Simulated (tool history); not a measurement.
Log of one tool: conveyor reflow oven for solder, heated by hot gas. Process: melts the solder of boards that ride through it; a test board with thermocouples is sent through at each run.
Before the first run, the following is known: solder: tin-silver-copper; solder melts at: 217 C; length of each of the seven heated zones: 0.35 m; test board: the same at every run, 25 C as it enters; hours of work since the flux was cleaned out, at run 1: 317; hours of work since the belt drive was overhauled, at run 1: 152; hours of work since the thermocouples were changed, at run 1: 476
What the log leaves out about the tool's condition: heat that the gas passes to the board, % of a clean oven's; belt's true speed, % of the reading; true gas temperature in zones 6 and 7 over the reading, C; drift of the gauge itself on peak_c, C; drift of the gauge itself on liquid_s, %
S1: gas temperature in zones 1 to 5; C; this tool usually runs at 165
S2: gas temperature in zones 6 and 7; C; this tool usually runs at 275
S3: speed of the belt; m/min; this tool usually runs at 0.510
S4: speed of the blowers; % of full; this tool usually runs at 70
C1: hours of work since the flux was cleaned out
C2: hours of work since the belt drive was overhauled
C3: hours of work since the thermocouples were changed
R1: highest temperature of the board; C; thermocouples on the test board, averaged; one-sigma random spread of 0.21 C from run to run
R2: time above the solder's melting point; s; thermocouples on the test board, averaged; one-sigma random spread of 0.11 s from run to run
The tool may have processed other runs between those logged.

{"run": 1, "hour": 0.0, "S1": 165, "S2": 275, "S3": 0.51, "S4": 70, "C1": 317, "C2": 152, "C3": 476, "R1": 260.5, "R2": 64.5}
{"run": 2, "hour": 29.7, "S1": 165, "S2": 275, "S3": 0.51, "S4": 70, "C1": 340, "C2": 175, "C3": 499, "R1": 260.0, "R2": 64.4}
{"run": 3, "hour": 53.1, "S1": 177, "S2": 275, "S3": 0.51, "S4": 70, "C1": 358, "C2": 192, "C3": 517, "R1": 261.7, "R2": 69.9}
{"run": 4, "hour": 82.3, "S1": 165, "S2": 275, "S3": 0.506, "S4": 70, "C1": 380, "C2": 215, "C3": 539, "R1": 260.5, "R2": 65.4}
{"run": 5, "hour": 109.8, "S1": 165, "S2": 275, "S3": 0.506, "S4": 70, "C1": 401, "C2": 236, "C3": 560, "R1": 259.9, "R2": 65.2}
{"hour": 120.0, "done": "flux residue cleaned out of gas plates and filters"}
{"run": 6, "hour": 131.2, "S1": 165, "S2": 275, "S3": 0.506, "S4": 70, "C1": 9, "C2": 248, "C3": 572, "R1": 258.1, "R2": 63.6}
{"run": 7, "hour": 166.6, "S1": 165, "S2": 275, "S3": 0.51, "S4": 70, "C1": 35, "C2": 275, "C3": 599, "R1": 258.1, "R2": 62.6}
{"run": 8, "hour": 182.6, "S1": 165, "S2": 275, "S3": 0.516, "S4": 70, "C1": 48, "C2": 287, "C3": 611, "R1": 257.5, "R2": 61.5}
{"run": 9, "hour": 218.8, "S1": 166, "S2": 275, "S3": 0.51, "S4": 70, "C1": 75, "C2": 315, "C3": 639, "R1": 257.7, "R2": 62.9}
{"hour": 240.5, "done": "flux residue cleaned out of gas plates and filters, once more"}
{"run": 10, "hour": 261.6, "S1": 163, "S2": 275, "S3": 0.51, "S4": 70, "C1": 16, "C2": 343, "C3": 668, "R1": 262.4, "R2": 65.6}
{"run": 11, "hour": 296.7, "S1": 165, "S2": 275, "S3": 0.51, "S4": 70, "C1": 43, "C2": 370, "C3": 694, "R1": 261.9, "R2": 66.4}
{"hour": 313.4, "done": "thermocouples of zones 6 and 7 changed"}
{"run": 12, "hour": 322.6, "S1": 165, "S2": 275, "S3": 0.51, "S4": 70, "C1": 61, "C2": 388, "C3": 7, "R1": 260.9, "R2": 65.9}
{"run": 13, "hour": 355.7, "S1": 165, "S2": 275, "S3": 0.51, "S4": 70, "C1": 86, "C2": 413, "C3": 32, "R1": 261.0, "R2": 65.5}
{"run": 14, "hour": 393.7, "S1": 175, "S2": 275, "S3": 0.51, "S4": 70, "C1": 115, "C2": 442, "C3": 61, "R1": 262.7, "R2": 69.7}
{"run": 15, "hour": 410.7, "S1": 175, "S2": 275, "S3": 0.51, "S4": 70, "C1": 128, "C2": 455, "C3": 74, "R1": 262.3, "R2": 70.0}
{"run": 16, "hour": 439.8, "S1": 155, "S2": 275, "S3": 0.51, "S4": 70, "C1": 150, "C2": 477, "C3": 96, "R1": 259.4, "R2": 61.6}
{"run": 17, "hour": 462.7, "S1": 169, "S2": 275, "S3": 0.51, "S4": 64, "C1": 167, "C2": 495, "C3": 114, "R1": 260.2, "R2": 66.3}
{"run": 18, "hour": 491.4, "S1": 170, "S2": 275, "S3": 0.51, "S4": 70, "C1": 189, "C2": 517, "C3": 135, "R1": 261.5, "R2": 67.5}
{"run": 19, "hour": 525.1, "S1": 167, "S2": 264, "S3": 0.506, "S4": 69, "C1": 215, "C2": 542, "C3": 161, "R1": 250.9, "R2": 60.1}
{"run": 20, "hour": 561.8, "S1": 167, "S2": 264, "S3": 0.506, "S4": 69, "C1": 243, "C2": 570, "C3": 189, "R1": 250.6, "R2": 59.9}
{"run": 21, "hour": 595.3, "S1": 167, "S2": 264, "S3": 0.506, "S4": 69, "C1": 268, "C2": 596, "C3": 214, "R1": 250.6, "R2": 60.0}
{"run": 22, "hour": 625.0, "S1": 167, "S2": 264, "S3": 0.506, "S4": 69, "C1": 291, "C2": 618, "C3": 237, "R1": 250.8, "R2": 59.8}
{"run": 23, "hour": 642.1, "S1": 165, "S2": 280, "S3": 0.51, "S4": 70, "C1": 304, "C2": 631, "C3": 250, "R1": 265.0, "R2": 68.0}
{"run": 24, "hour": 669.3, "S1": 165, "S2": 280, "S3": 0.51, "S4": 70, "C1": 325, "C2": 652, "C3": 271, "R1": 264.6, "R2": 67.9}
{"run": 25, "hour": 686.6, "S1": 178, "S2": 280, "S3": 0.51, "S4": 73, "C1": 338, "C2": 665, "C3": 284, "R1": 267.0, "R2": 73.5}
{"run": 26, "hour": 722.2, "S1": 178, "S2": 280, "S3": 0.51, "S4": 73, "C1": 365, "C2": 692, "C3": 311, "R1": 266.6, "R2": 73.5}
{"run": 27, "hour": 757.7, "S1": 151, "S2": 267, "S3": 0.556, "S4": 77, "C1": 392, "C2": 719, "C3": 338, "R1": 248.7, "R2": 47.5}
{"hour": 777.8, "done": "flux residue cleaned out of gas plates and filters"}
{"run": 28, "hour": 783.5, "S1": 151, "S2": 267, "S3": 0.556, "S4": 77, "C1": 4, "C2": 735, "C3": 354, "R1": 250.7, "R2": 50.1}
{"run": 29, "hour": 815.3, "S1": 151, "S2": 267, "S3": 0.556, "S4": 77, "C1": 29, "C2": 759, "C3": 378, "R1": 251.0, "R2": 49.9}
{"run": 30, "hour": 846.1, "S1": 171, "S2": 264, "S3": 0.556, "S4": 76, "C1": 52, "C2": 783, "C3": 401, "R1": 251.1, "R2": 56.2}
{"run": 31, "hour": 885.0, "S1": 179, "S2": 275, "S3": 0.471, "S4": 53, "C1": 82, "C2": 812, "C3": 431, "R1": 263.0, "R2": 78.1}

Entry by entry between the runs, the difference in hidden state between the last listed run before and the first listed run after:
After run 5, before run 6: flux residue cleaned out of gas plates and filters (hour 120.0)
  heat that the gas passes to the board, % of a clean oven's: 89.7 -> 82.6; belt's true speed, % of the reading: 99.72 -> 99.7; true gas temperature in zones 6 and 7 over the reading, C: 0.8 -> 0.81
  the result without the hidden state subtracted from the measured one, R1: -1.5 -> -3.4 C; R2: -1.3 -> -2.9 s
After run 9, before run 10: flux residue cleaned out of gas plates and filters, once more (hour 240.5)
  heat that the gas passes to the board, % of a clean oven's: 81.2 -> 99; belt's true speed, % of the reading: 99.6 -> 99.56; true gas temperature in zones 6 and 7 over the reading, C: 0.9 -> 0.94
  the result without the hidden state subtracted from the measured one, R1: -3.6 -> +0.8 C; R2: -3.1 -> +0.7 s
After run 11, before run 12: thermocouples of zones 6 and 7 changed (hour 313.4)
  heat that the gas passes to the board, % of a clean oven's: 98.4 -> 97.9; belt's true speed, % of the reading: 99.52 -> 99.49; true gas temperature in zones 6 and 7 over the reading, C: 0.97 -> 0.05
  the result without the hidden state subtracted from the measured one, R1: +0.7 -> -0.2 C; R2: +0.7 -> +0.2 s
After run 27, before run 28: flux residue cleaned out of gas plates and filters (hour 777.8)
  heat that the gas passes to the board, % of a clean oven's: 90.4 -> 99.2; belt's true speed, % of the reading: 99 -> 98.98; true gas temperature in zones 6 and 7 over the reading, C: 0.5 -> 0.52
  the result without the hidden state subtracted from the measured one, R1: -1.9 -> +0.6 C; R2: -1.7 -> +1.0 s
